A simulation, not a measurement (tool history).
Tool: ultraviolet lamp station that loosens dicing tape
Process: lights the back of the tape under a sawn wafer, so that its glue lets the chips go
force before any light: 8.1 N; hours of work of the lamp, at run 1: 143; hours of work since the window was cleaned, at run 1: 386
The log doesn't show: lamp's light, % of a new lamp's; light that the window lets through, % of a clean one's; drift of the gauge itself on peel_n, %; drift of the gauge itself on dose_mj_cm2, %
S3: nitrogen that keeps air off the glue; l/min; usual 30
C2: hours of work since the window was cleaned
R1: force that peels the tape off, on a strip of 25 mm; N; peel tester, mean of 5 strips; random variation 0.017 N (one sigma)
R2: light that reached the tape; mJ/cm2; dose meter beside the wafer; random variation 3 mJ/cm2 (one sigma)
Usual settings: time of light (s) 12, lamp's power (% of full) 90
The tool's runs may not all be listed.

run 1 hour=0 | time_of_light_(s)=12 lamp's_power_(%_of_full)=90 S3=30 | hours_of_work_of_the_lamp=143 C2=386 | R1=0.788 R2=436
run 2 hour=5.7 | time_of_light_(s)=11 lamp's_power_(%_of_full)=90 S3=30 | hours_of_work_of_the_lamp=146 C2=389 | R1=0.926 R2=397
run 3 hour=10.2 | time_of_light_(s)=11 lamp's_power_(%_of_full)=90 S3=30 | hours_of_work_of_the_lamp=149 C2=392 | R1=0.926 R2=399
run 4 hour=17.9 | time_of_light_(s)=12 lamp's_power_(%_of_full)=90 S3=30 | hours_of_work_of_the_lamp=153 C2=396 | R1=0.793 R2=433
run 5 hour=26.2 | time_of_light_(s)=12 lamp's_power_(%_of_full)=99 S3=30 | hours_of_work_of_the_lamp=158 C2=401 | R1=0.64 R2=476
run 6 hour=34.2 | time_of_light_(s)=12 lamp's_power_(%_of_full)=99 S3=30 | hours_of_work_of_the_lamp=163 C2=406 | R1=0.637 R2=481
run 7 hour=41.1 | time_of_light_(s)=12 lamp's_power_(%_of_full)=99 S3=30 | hours_of_work_of_the_lamp=167 C2=410 | R1=0.632 R2=478
run 8 hour=45.6 | time_of_light_(s)=12 lamp's_power_(%_of_full)=99 S3=30 | hours_of_work_of_the_lamp=169 C2=413 | R1=0.652 R2=481
run 9 hour=49.9 | time_of_light_(s)=12 lamp's_power_(%_of_full)=99 S3=30 | hours_of_work_of_the_lamp=172 C2=415 | R1=0.659 R2=477
run 10 hour=59.3 | time_of_light_(s)=12 lamp's_power_(%_of_full)=90 S3=30 | hours_of_work_of_the_lamp=177 C2=421 | R1=0.788 R2=437
run 11 hour=64.9 | time_of_light_(s)=12 lamp's_power_(%_of_full)=90 S3=30 | hours_of_work_of_the_lamp=181 C2=424 | R1=0.835 R2=433
run 12 hour=70.6 | time_of_light_(s)=12 lamp's_power_(%_of_full)=90 S3=30 | hours_of_work_of_the_lamp=184 C2=427 | R1=0.77 R2=434
run 13 hour=75.9 | time_of_light_(s)=12 lamp's_power_(%_of_full)=90 S3=19 | hours_of_work_of_the_lamp=187 C2=430 | R1=1.117 R2=439
run 14 hour=83.8 | time_of_light_(s)=10 lamp's_power_(%_of_full)=87 S3=11 | hours_of_work_of_the_lamp=192 C2=435 | R1=2.222 R2=349
run 15 hour=91.8 | time_of_light_(s)=10 lamp's_power_(%_of_full)=87 S3=11 | hours_of_work_of_the_lamp=196 C2=440 | R1=2.24 R2=351
run 16 hour=98.8 | time_of_light_(s)=16 lamp's_power_(%_of_full)=67 S3=35 | hours_of_work_of_the_lamp=200 C2=444 | R1=0.702 R2=426
run 17 hour=105.1 | time_of_light_(s)=16 lamp's_power_(%_of_full)=67 S3=17 | hours_of_work_of_the_lamp=204 C2=447 | R1=1.28 R2=428
run 18 hour=113 | time_of_light_(s)=16 lamp's_power_(%_of_full)=67 S3=17 | hours_of_work_of_the_lamp=209 C2=452 | R1=1.268 R2=430
run 19 hour=117.8 | time_of_light_(s)=16 lamp's_power_(%_of_full)=67 S3=17 | hours_of_work_of_the_lamp=212 C2=455 | R1=1.263 R2=433
run 20 hour=123.7 | time_of_light_(s)=9 lamp's_power_(%_of_full)=90 S3=21 | hours_of_work_of_the_lamp=215 C2=458 | R1=1.683 R2=324
run 21 hour=128.7 | time_of_light_(s)=9 lamp's_power_(%_of_full)=90 S3=21 | hours_of_work_of_the_lamp=218 C2=461 | R1=1.671 R2=329
run 22 hour=134.2 | time_of_light_(s)=6 lamp's_power_(%_of_full)=64 S3=30 | hours_of_work_of_the_lamp=221 C2=464 | R1=3.392 R2=154
run 23 hour=138.3 | time_of_light_(s)=6 lamp's_power_(%_of_full)=64 S3=30 | hours_of_work_of_the_lamp=224 C2=467 | R1=3.326 R2=153

3 ways to go on from here, each from the tool as it stands after run 23. What would each give?
-- hour=143.6 window cleaned of glue's vapour
run A hour=144 | time_of_light_(s)=7 lamp's_power_(%_of_full)=62 S3=47 | hours_of_work_of_the_lamp=227 C2=0 | R1=? R2=?
-- hour=143.6 window cleaned of glue's vapour
run B hour=144 | time_of_light_(s)=12 lamp's_power_(%_of_full)=90 S3=30 | hours_of_work_of_the_lamp=227 C2=0 | R1=? R2=?
-- hour=143.6 window cleaned of glue's vapour
run C hour=144 | time_of_light_(s)=9 lamp's_power_(%_of_full)=90 S3=37 | hours_of_work_of_the_lamp=227 C2=0 | R1=? R2=?

run=A R1=2.567 R2=178
run=B R1=0.763 R2=437
run=C R1=1.144 R2=329
Without the tool's hidden state the same runs would have given:
run=A R1=2.565 R2=178
run=B R1=0.763 R2=437
run=C R1=1.143 R2=329
